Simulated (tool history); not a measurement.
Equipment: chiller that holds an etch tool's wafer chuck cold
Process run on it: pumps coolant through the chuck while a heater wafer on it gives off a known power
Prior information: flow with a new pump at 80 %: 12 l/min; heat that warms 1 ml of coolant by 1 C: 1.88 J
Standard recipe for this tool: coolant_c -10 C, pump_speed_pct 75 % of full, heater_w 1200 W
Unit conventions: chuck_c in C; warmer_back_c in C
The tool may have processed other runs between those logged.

| run | day | coolant_c | pump_speed_pct | heater_w | chuck_c | warmer_back_c |
|---|---|---|---|---|---|---|
| 1 | 0.000 | -10 | 75 | 1200 | -0.7 | 3.49 |
| 2 | 2.617 | -10 | 75 | 1200 | -0.6 | 3.39 |
| 3 | 6.754 | -10 | 75 | 1200 | -0.5 | 3.41 |
| 4 | 10.504 | -10 | 75 | 1200 | -0.5 | 3.44 |
| 5 | 14.975 | -10 | 75 | 1200 | -0.5 | 3.46 |
| 6 | 17.025 | -10 | 75 | 1200 | -0.4 | 3.45 |
| 7 | 21.946 | -10 | 75 | 1200 | -0.6 | 3.46 |
| 8 | 25.500 | -10 | 75 | 1200 | -0.4 | 3.41 |
| 9 | 29.117 | -10 | 75 | 1200 | -0.4 | 3.45 |
| 10 | 32.479 | -2 | 75 | 1200 | 7.8 | 3.40 |
| 11 | 35.821 | -13 | 97 | 874 | -6.9 | 1.95 |
| 12 | 39.258 | -10 | 96 | 843 | -4.0 | 1.96 |
| 13 | 43.879 | -9 | 96 | 1344 | 0.4 | 3.09 |
| 14 | 46.496 | -9 | 96 | 1344 | 0.5 | 3.03 |
| 15 | 50.200 | -15 | 96 | 879 | -8.9 | 1.91 |
| 16 | 52.371 | -15 | 96 | 879 | -9.0 | 2.00 |
| 17 | 57.346 | -15 | 96 | 879 | -8.9 | 1.98 |
| 18 | 61.558 | -17 | 65 | 1217 | -6.0 | 4.09 |
| 19 | 66.483 | -14 | 65 | 1200 | -3.1 | 3.97 |

Predict each of these 3 candidate next runs independently; none follows another, all start after run 19:
| A | 68.817 | -6 | 65 | 1200 | ? | ? |
| B | 68.817 | -14 | 65 | 998 | ? | ? |
| C | 68.817 | -14 | 65 | 1200 | ? | ? |

| run | chuck_c | warmer_back_c |
|---|---|---|
| A | 4.9 | 3.98 |
| B | -5.3 | 3.34 |
| C | -3.3 | 4.03 |
What these runs would have given with no unlogged condition in the tool:
| run | chuck_c | warmer_back_c |
|---|---|---|
| A | 4.3 | 3.87 |
| B | -5.7 | 3.24 |
| C | -3.9 | 3.92 |
